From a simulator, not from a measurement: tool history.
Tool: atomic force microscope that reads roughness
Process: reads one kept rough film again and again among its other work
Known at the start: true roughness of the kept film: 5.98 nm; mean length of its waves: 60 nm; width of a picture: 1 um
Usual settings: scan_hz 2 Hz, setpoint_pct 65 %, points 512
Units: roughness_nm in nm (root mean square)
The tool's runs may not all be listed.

| run | hour | scan_hz | setpoint_pct | points | roughness_nm |
|---|---|---|---|---|---|
| 1 | 0 | 2 | 65 | 512 | 4.577 |
| 2 | 6.2 | 2 | 65 | 512 | 4.558 |
| 3 | 10.9 | 2 | 65 | 512 | 4.556 |
| 4 | 15.9 | 2 | 65 | 512 | 4.555 |
| 5 | 25.6 | 2 | 65 | 512 | 4.536 |
| 6 | 30.2 | 2 | 65 | 512 | 4.527 |
| 7 | 40.1 | 2 | 65 | 512 | 4.494 |
| 8 | 47.8 | 2 | 65 | 512 | 4.507 |
| 9 | 55.7 | 2 | 65 | 512 | 4.495 |
|  | 57.9 | new tip fitted |
| 10 | 63.5 | 2 | 65 | 512 | 5.256 |
| 11 | 71 | 2 | 65 | 512 | 5.185 |
|  | 72.8 | height scale calibrated on a step standard |
| 12 | 79.5 | 2 | 65 | 512 | 5.17 |
| 13 | 88.1 | 2 | 65 | 512 | 5.125 |
| 14 | 93.4 | 2 | 65 | 512 | 5.13 |
| 15 | 101.4 | 2 | 70 | 714 | 4.956 |
| 16 | 109.8 | 2 | 70 | 714 | 4.959 |
|  | 111.2 | height scale calibrated on a step standard, once more |
| 17 | 120.4 | 2 | 70 | 714 | 4.98 |
| 18 | 130.4 | 2 | 70 | 714 | 4.914 |
| 19 | 135.8 | 0.62 | 62 | 512 | 5.321 |
| 20 | 142.9 | 1.02 | 73 | 598 | 5.111 |
| 21 | 147.1 | 1.02 | 73 | 598 | 5.081 |
| 22 | 153.7 | 1.92 | 73 | 598 | 4.828 |
| 23 | 163.7 | 1.23 | 64 | 451 | 5.124 |
| 24 | 173 | 2 | 65 | 457 | 4.972 |
| 25 | 178.7 | 2 | 65 | 457 | 4.947 |

Measured less the same run without the tool's hidden state. The same run-to-run variation is in both; the gauge's scatter may not be:
The hidden state here: radius of the tip, nm; height scale over the true one, %; drift of the gauge itself on roughness_nm, %.
| run | roughness_nm |
|---|---|
| 1 | -0.657 |
| 2 | -0.669 |
| 3 | -0.675 |
| 4 | -0.687 |
| 5 | -0.705 |
| 6 | -0.713 |
| 7 | -0.728 |
| 8 | -0.748 |
| 9 | -0.76 |
| 10 | -0.042 |
| 11 | -0.059 |
| 12 | -0.078 |
| 13 | -0.099 |
| 14 | -0.111 |
| 15 | -0.126 |
| 16 | -0.145 |
| 17 | -0.157 |
| 18 | -0.178 |
| 19 | -0.205 |
| 20 | -0.215 |
| 21 | -0.223 |
| 22 | -0.227 |
| 23 | -0.267 |
| 24 | -0.28 |
| 25 | -0.292 |
